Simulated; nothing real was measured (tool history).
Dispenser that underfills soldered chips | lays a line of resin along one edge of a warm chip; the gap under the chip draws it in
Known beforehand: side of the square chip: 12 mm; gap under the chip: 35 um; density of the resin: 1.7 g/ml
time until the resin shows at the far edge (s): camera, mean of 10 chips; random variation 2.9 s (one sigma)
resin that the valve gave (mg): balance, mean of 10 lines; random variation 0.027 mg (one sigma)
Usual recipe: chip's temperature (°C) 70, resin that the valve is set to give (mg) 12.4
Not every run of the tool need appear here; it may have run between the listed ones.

run	day	chip's temperature (°C)	resin that the valve is set to give (mg)	time until the resin shows at the far edge (s)	resin that the valve gave (mg)
1	0.000	70	12.4	394.8	12.17
2	0.308	70	12.4	324.0	12.22
3	0.538	70	15.8	356.5	15.55
4	0.962	70	12.4	313.4	12.39
5	1.225	64	12.4	442.8	12.37
6	1.450	61	12.4	575.2	12.33
7	1.662	61	15.5	427.7	15.42
8	2.025	61	15.5	516.9	15.37
9	2.438	61	15.5	465.4	15.33
10	2.754	61	11.2	587.2	11.01
11	3.117	61	11.2	500.8	11.04
12	3.525	70	14.5	297.4	14.27
13	3.946	70	15.5	364.6	15.48
14	4.150	70	15.5	402.7	15.45
15	4.358	70	15.5	327.3	15.47
16	4.721	58	15.5	610.0	15.42
17	5.062	58	15.5	527.0	15.36
18	5.225	70	12.4	376.4	12.29
19	5.454	70	12.4	432.4	12.30
20	5.742	63	12.4	440.2	12.24
21	6.067	73	13.1	361.7	12.91
22	6.300	56	15.5	540.1	15.26
23	6.675	56	15.5	659.5	15.22
24	7.121	84	11.9	217.4	11.88
25	7.417	73	12.7	363.1	12.64
26	7.792	79	11.8	259.7	11.65
27	8.058	64	16.0	491.9	15.92
28	8.429	70	15.6	341.7	15.49
29	8.600	63	14.0	491.7	13.83
30	8.800	71	12.9	414.1	12.75
31	9.033	81	12.3	236.8	12.16
32	9.212	69	13.1	395.1	12.94
33	9.533	60	12.5	472.6	12.29
34	9.925	60	12.5	564.3	12.53
35	10.333	60	12.5	495.6	12.44
36	10.662	65	14.6	468.0	14.56

Taken out of this log: 20 entries between the listed runs. Where each belongs, and how the hidden state differs across it:
Logged between run 1 and run 2: new syringe of resin (day 0.162)
  resin's viscosity, % of fresh resin's: 131.9 -> 107.8; dose that the valve gives, % of what is set: 98.69 -> 98.49; true chip temperature over the reading, C: -0.97 -> -1
  measured minus no-state result, time until the resin shows at the far edge (s): +106.3 -> +34.8; resin that the valve gave (mg): -0.16 -> -0.19
Logged between run 3 and run 4: dispensing valve cleaned and set on the balance (day 0.758); new syringe of resin (day 0.867)
  resin's viscosity, % of fresh resin's: 121.7 -> 104.9; dose that the valve gives, % of what is set: 98.34 -> 99.81; true chip temperature over the reading, C: -1.03 -> -1.07
  measured minus no-state result, time until the resin shows at the far edge (s): +74.4 -> +25.9; resin that the valve gave (mg): -0.26 -> -0.03
Logged between run 6 and run 7: new syringe of resin (day 1.538)
  resin's viscosity, % of fresh resin's: 136 -> 104.8; dose that the valve gives, % of what is set: 99.48 -> 99.35; true chip temperature over the reading, C: -1.13 -> -1.16
  measured minus no-state result, time until the resin shows at the far edge (s): +170.4 -> +37.3; resin that the valve gave (mg): -0.07 -> -0.10
Logged between run 8 and run 9: new syringe of resin (day 2.192)
  resin's viscosity, % of fresh resin's: 127.1 -> 114.3; dose that the valve gives, % of what is set: 99.09 -> 98.82; true chip temperature over the reading, C: -1.19 -> -1.24
  measured minus no-state result, time until the resin shows at the far edge (s): +128.3 -> +77.0; resin that the valve gave (mg): -0.14 -> -0.19
Logged between run 10 and run 11: new syringe of resin (day 2.846)
  resin's viscosity, % of fresh resin's: 135.2 -> 114.6; dose that the valve gives, % of what is set: 98.64 -> 98.42; true chip temperature over the reading, C: -1.28 -> -1.32
  measured minus no-state result, time until the resin shows at the far edge (s): +175.0 -> +87.0; resin that the valve gave (mg): -0.15 -> -0.18
Logged between run 11 and run 12: new syringe of resin (day 3.496)
  resin's viscosity, % of fresh resin's: 114.6 -> 101.5; dose that the valve gives, % of what is set: 98.42 -> 98.16; true chip temperature over the reading, C: -1.32 -> -1.37
  measured minus no-state result, time until the resin shows at the far edge (s): +87.0 -> +18.8; resin that the valve gave (mg): -0.18 -> -0.27
Logged between run 12 and run 13: dispensing valve cleaned and set on the balance (day 3.804)
  resin's viscosity, % of fresh resin's: 101.5 -> 124; dose that the valve gives, % of what is set: 98.16 -> 99.89; true chip temperature over the reading, C: -1.37 -> -1.41
  measured minus no-state result, time until the resin shows at the far edge (s): +18.8 -> +85.0; resin that the valve gave (mg): -0.27 -> -0.02
Logged between run 14 and run 15: new syringe of resin (day 4.196)
  resin's viscosity, % of fresh resin's: 138.3 -> 108.7; dose that the valve gives, % of what is set: 99.75 -> 99.63; true chip temperature over the reading, C: -1.44 -> -1.46
  measured minus no-state result, time until the resin shows at the far edge (s): +126.2 -> +41.4; resin that the valve gave (mg): -0.04 -> -0.06
Logged between run 16 and run 17: new syringe of resin (day 4.850)
  resin's viscosity, % of fresh resin's: 131.6 -> 112.8; dose that the valve gives, % of what is set: 99.41 -> 99.18; true chip temperature over the reading, C: -1.5 -> -1.54
  measured minus no-state result, time until the resin shows at the far edge (s): +172.6 -> +86.8; resin that the valve gave (mg): -0.09 -> -0.13
Logged between run 19 and run 20: new syringe of resin (day 5.521)
  resin's viscosity, % of fresh resin's: 138.8 -> 112.1; dose that the valve gives, % of what is set: 98.93 -> 98.76; true chip temperature over the reading, C: -1.59 -> -1.62
  measured minus no-state result, time until the resin shows at the far edge (s): +138.7 -> +71.5; resin that the valve gave (mg): -0.14 -> -0.16
Logged between run 21 and run 22: new syringe of resin (day 6.171)
  resin's viscosity, % of fresh resin's: 133.2 -> 107; dose that the valve gives, % of what is set: 98.53 -> 98.38; true chip temperature over the reading, C: -1.66 -> -1.68
  measured minus no-state result, time until the resin shows at the far edge (s): +106.2 -> +67.8; resin that the valve gave (mg): -0.20 -> -0.25
Logged between run 23 and run 24: dispensing valve cleaned and set on the balance (day 6.821); new syringe of resin (day 6.858)
  resin's viscosity, % of fresh resin's: 130.5 -> 114.5; dose that the valve gives, % of what is set: 98.12 -> 99.89; true chip temperature over the reading, C: -1.73 -> -1.77
  measured minus no-state result, time until the resin shows at the far edge (s): +187.5 -> +38.3; resin that the valve gave (mg): -0.29 -> -0.02
Logged between run 25 and run 26: new syringe of resin (day 7.512)
  resin's viscosity, % of fresh resin's: 133.7 -> 115.4; dose that the valve gives, % of what is set: 99.7 -> 99.47; true chip temperature over the reading, C: -1.8 -> -1.84
  measured minus no-state result, time until the resin shows at the far edge (s): +108.4 -> +48.5; resin that the valve gave (mg): -0.04 -> -0.06
Logged between run 27 and run 28: new syringe of resin (day 8.175)
  resin's viscosity, % of fresh resin's: 132.8 -> 114.2; dose that the valve gives, % of what is set: 99.29 -> 99.06; true chip temperature over the reading, C: -1.87 -> -1.91
  measured minus no-state result, time until the resin shows at the far edge (s): +146.6 -> +62.2; resin that the valve gave (mg): -0.11 -> -0.15
Logged between run 30 and run 31: new syringe of resin (day 8.833)
  resin's viscosity, % of fresh resin's: 139 -> 110.6; dose that the valve gives, % of what is set: 98.82 -> 98.66; true chip temperature over the reading, C: -1.96 -> -1.98
  measured minus no-state result, time until the resin shows at the far edge (s): +136.7 -> +37.0; resin that the valve gave (mg): -0.15 -> -0.16
Logged between run 32 and run 33: new syringe of resin (day 9.488)
  resin's viscosity, % of fresh resin's: 121.8 -> 104.2; dose that the valve gives, % of what is set: 98.55 -> 98.32; true chip temperature over the reading, C: -2 -> -2.04
  measured minus no-state result, time until the resin shows at the far edge (s): +93.7 -> +54.0; resin that the valve gave (mg): -0.19 -> -0.21
Logged between run 33 and run 34: dispensing valve cleaned and set on the balance (day 9.850)
  resin's viscosity, % of fresh resin's: 104.2 -> 125.4; dose that the valve gives, % of what is set: 98.32 -> 100.16; true chip temperature over the reading, C: -2.04 -> -2.08
  measured minus no-state result, time until the resin shows at the far edge (s): +54.0 -> +148.4; resin that the valve gave (mg): -0.21 -> +0.02
Logged between run 34 and run 35: new syringe of resin (day 10.179)
  resin's viscosity, % of fresh resin's: 125.4 -> 107.4; dose that the valve gives, % of what is set: 100.16 -> 99.91; true chip temperature over the reading, C: -2.08 -> -2.13
  measured minus no-state result, time until the resin shows at the far edge (s): +148.4 -> +69.9; resin that the valve gave (mg): +0.02 -> -0.01

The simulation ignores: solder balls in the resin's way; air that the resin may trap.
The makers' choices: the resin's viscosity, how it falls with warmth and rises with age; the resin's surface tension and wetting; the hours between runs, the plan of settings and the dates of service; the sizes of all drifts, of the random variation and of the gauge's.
